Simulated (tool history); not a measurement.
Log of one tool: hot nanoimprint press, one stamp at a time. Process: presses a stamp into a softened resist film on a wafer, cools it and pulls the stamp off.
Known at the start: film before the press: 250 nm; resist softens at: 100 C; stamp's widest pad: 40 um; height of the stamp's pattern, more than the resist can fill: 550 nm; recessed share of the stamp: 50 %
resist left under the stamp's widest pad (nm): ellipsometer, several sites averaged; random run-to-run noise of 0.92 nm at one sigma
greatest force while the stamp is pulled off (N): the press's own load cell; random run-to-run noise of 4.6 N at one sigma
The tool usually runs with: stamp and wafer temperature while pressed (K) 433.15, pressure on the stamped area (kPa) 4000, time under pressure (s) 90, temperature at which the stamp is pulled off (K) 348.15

run,hour,stamp and wafer temperature while pressed (K),pressure on the stamped area (kPa),time under pressure (s),temperature at which the stamp is pulled off (K),resist left under the stamp's widest pad (nm),greatest force while the stamp is pulled off (N)
1,0.0,433.15,4000,90,348.15,138.9,336
# hour 37.9: plate thermocouple calibrated
2,55.1,433.15,4000,90,348.15,145.1,376
3,106.9,433.15,2570,90,348.15,174.9,433
4,164.3,433.15,4370,90,348.15,144.7,464
5,251.9,433.15,4370,90,348.15,145.9,514
# hour 271.3: stamp cleaned and given a new release coat
# hour 319.8: plate thermocouple calibrated, once more
6,347.9,433.15,4000,90,348.15,130.8,245
7,428.6,432.15,4000,90,348.15,138.0,296
8,497.8,433.15,4000,159,348.15,112.5,324
9,572.5,433.15,4000,159,348.15,113.3,393
10,661.3,433.15,4000,159,348.15,114.3,433
11,739.7,433.15,4000,159,348.15,116.3,489
# hour 763.9: stamp cleaned and given a new release coat
# hour 828.2: plate thermocouple calibrated
12,830.0,433.15,4000,159,348.15,110.4,265
13,903.5,433.15,4000,159,348.15,111.0,294
14,959.1,433.15,4000,80,348.15,140.6,307
# hour 1002.6: press's hydraulic seals changed and the load cell set to zero
15,1012.9,433.15,4000,80,348.15,137.6,354
16,1091.6,433.15,4000,80,348.15,141.2,410
17,1168.3,433.15,4000,137,348.15,118.8,452
18,1219.7,439.15,5130,76,339.15,98.0,584
# hour 1268.0: stamp cleaned and given a new release coat
19,1313.1,429.15,4000,90,338.15,168.7,320
# hour 1344.3: plate thermocouple calibrated
20,1360.2,429.15,3600,90,343.15,165.8,312
21,1420.6,444.15,4090,90,343.15,77.2,344
22,1502.1,444.15,4090,90,343.15,78.6,382
23,1562.8,433.15,4000,90,351.15,138.0,359
24,1646.3,425.15,3420,52,348.15,215.4,449
25,1722.6,436.15,3420,52,355.15,156.9,404
# hour 1764.2: stamp cleaned and given a new release coat
26,1815.9,436.15,3420,52,355.15,156.7,224
# hour 1853.9: plate thermocouple calibrated
27,1907.5,436.15,3420,52,355.15,148.0,242

Had the tool no unlogged condition, and each run kept its random variation, what would the results have been?
Hidden conditions of the tool in this case: true temperature over the reading, C; pressure that arrives at the usual setting, %; grip of the stamp's worn release coat, % over a new coat's; drift of the gauge itself on residual_nm, %; drift of the gauge itself on pull_off_n, %.
run,resist left under the stamp's widest pad (nm),greatest force while the stamp is pulled off (N)
1,128.6,215
2,127.7,216
3,156.3,230
4,124.1,225
5,123.0,220
6,129.3,213
7,134.3,220
8,107.6,213
9,106.4,229
10,105.5,220
11,105.5,221
12,107.5,235
13,106.3,226
14,133.9,213
15,133.7,228
16,135.1,231
17,111.2,226
18,90.8,274
19,155.9,283
20,163.4,262
21,74.7,258
22,74.7,248
23,130.0,210
24,208.3,231
25,145.2,185
26,142.9,192
27,143.0,184
